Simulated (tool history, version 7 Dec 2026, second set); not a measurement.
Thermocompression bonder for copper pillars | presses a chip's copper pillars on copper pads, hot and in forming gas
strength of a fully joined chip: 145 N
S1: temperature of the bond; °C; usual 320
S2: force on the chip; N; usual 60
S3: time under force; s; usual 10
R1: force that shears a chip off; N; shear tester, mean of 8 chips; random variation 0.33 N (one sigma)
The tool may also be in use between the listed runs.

Run 1, hour 0.0: usual settings. Result: R1 62.4 N.
At hour 12.4: forming gas filter changed.
Run 2, hour 55.1: usual settings but S2 68 N. Result: R1 65.9 N.
Run 3, hour 110.5: usual settings but S3 7 s. Result: R1 54.2 N.
Run 4, hour 137.3: usual settings. Result: R1 62.9 N.
Run 5, hour 174.4: usual settings but S3 21 s. Result: R1 80.5 N.
Run 6, hour 207.2: usual settings but S3 21 s. Result: R1 80.4 N.
Run 7, hour 236.5: usual settings but S3 12 s. Result: R1 66.4 N.
Run 8, hour 291.5: usual settings but S3 12 s. Result: R1 66.1 N.
Run 9, hour 328.6: usual settings but S3 12 s. Result: R1 66.7 N.
Run 10, hour 367.2: usual settings but S3 20 s. Result: R1 79.1 N.
Run 11, hour 398.7: usual settings but S3 20 s. Result: R1 78.8 N.
Run 12, hour 435.4: usual settings but S3 20 s. Result: R1 79.2 N.
Run 13, hour 479.8: usual settings but S3 20 s. Result: R1 78.9 N.
Run 14, hour 531.3: usual settings. Result: R1 62.3 N.
At hour 572.0: forming gas filter changed.
Run 15, hour 572.0: usual settings. Result: R1 62.7 N.
Run 16, hour 606.0: usual settings. Result: R1 61.6 N.
Run 17, hour 640.8: usual settings. Result: R1 61.6 N.
Run 18, hour 665.9: usual settings. Result: R1 62.2 N.
Run 19, hour 690.3: usual settings. Result: R1 61.5 N.
Run 20, hour 739.5: usual settings. Result: R1 62.0 N.
Run 21, hour 796.7: usual settings but S1 301 °C, S2 37 N, S3 5 s. Result: R1 27.7 N.
Run 22, hour 832.7: usual settings but S1 329 °C, S3 8 s. Result: R1 62.0 N.
Run 23, hour 862.7: usual settings but S1 329 °C, S3 18 s. Result: R1 83.2 N.
Run 24, hour 897.2: usual settings but S3 18 s. Result: R1 76.5 N.
Run 25, hour 947.9: usual settings but S1 328 °C, S2 77 N, S3 24 s. Result: R1 99.6 N.
Run 26, hour 992.5: usual settings but S1 337 °C, S2 53 N, S3 24 s. Result: R1 90.7 N.
Run 27, hour 1032.8: usual settings but S1 337 °C, S2 45 N, S3 23 s. Result: R1 82.9 N.
Run 28, hour 1090.5: usual settings but S1 337 °C, S2 44 N, S3 15 s. Result: R1 72.1 N.
Run 29, hour 1124.2: usual settings but S1 344 °C, S3 16 s. Result: R1 89.7 N.
At hour 1133.7: forming gas filter changed.
Run 30, hour 1167.3: usual settings but S1 314 °C, S2 76 N. Result: R1 66.3 N.
Run 31, hour 1201.9: usual settings but S1 314 °C, S2 76 N. Result: R1 66.1 N.
Run 32, hour 1245.4: usual settings but S1 323 °C, S2 51 N, S3 8 s. Result: R1 53.8 N.
Run 33, hour 1269.2: usual settings but S1 334 °C, S2 51 N, S3 7 s. Result: R1 57.1 N.
Run 34, hour 1305.4: usual settings but S1 329 °C, S2 59 N. Result: R1 67.3 N.
Run 35, hour 1360.1: usual settings but S2 78 N. Result: R1 70.9 N.
Run 36, hour 1400.0: usual settings but S2 78 N. Result: R1 71.6 N.
At hour 1404.9: force cell calibrated.
Run 37, hour 1459.4: usual settings but S2 78 N, S3 13 s. Result: R1 78.2 N.
Run 38, hour 1508.9: usual settings but S3 24 s. Result: R1 84.3 N.
Run 39, hour 1543.5: usual settings but S1 324 °C. Result: R1 64.8 N.
Run 40, hour 1591.2: usual settings but S1 324 °C, S2 62 N. Result: R1 66.0 N.

3 ways to go on from here, each from the tool as it stands after run 40. What would each give?
Run A, hour 1648.9: usual settings but S1 297 °C, S2 72 N. Result: R1 ?.
Run B, hour 1648.9: usual settings but S1 324 °C, S2 62 N, S3 5 s. Result: R1 ?.
Run C, hour 1648.9: usual settings but S1 309 °C, S2 58 N, S3 6 s. Result: R1 ?.

run    R1
  A  53.6
  B  50.2
  C  44.5
Without the tool's hidden state the same runs would have given:
run    R1
  A  53.5
  B  50.1
  C  44.4

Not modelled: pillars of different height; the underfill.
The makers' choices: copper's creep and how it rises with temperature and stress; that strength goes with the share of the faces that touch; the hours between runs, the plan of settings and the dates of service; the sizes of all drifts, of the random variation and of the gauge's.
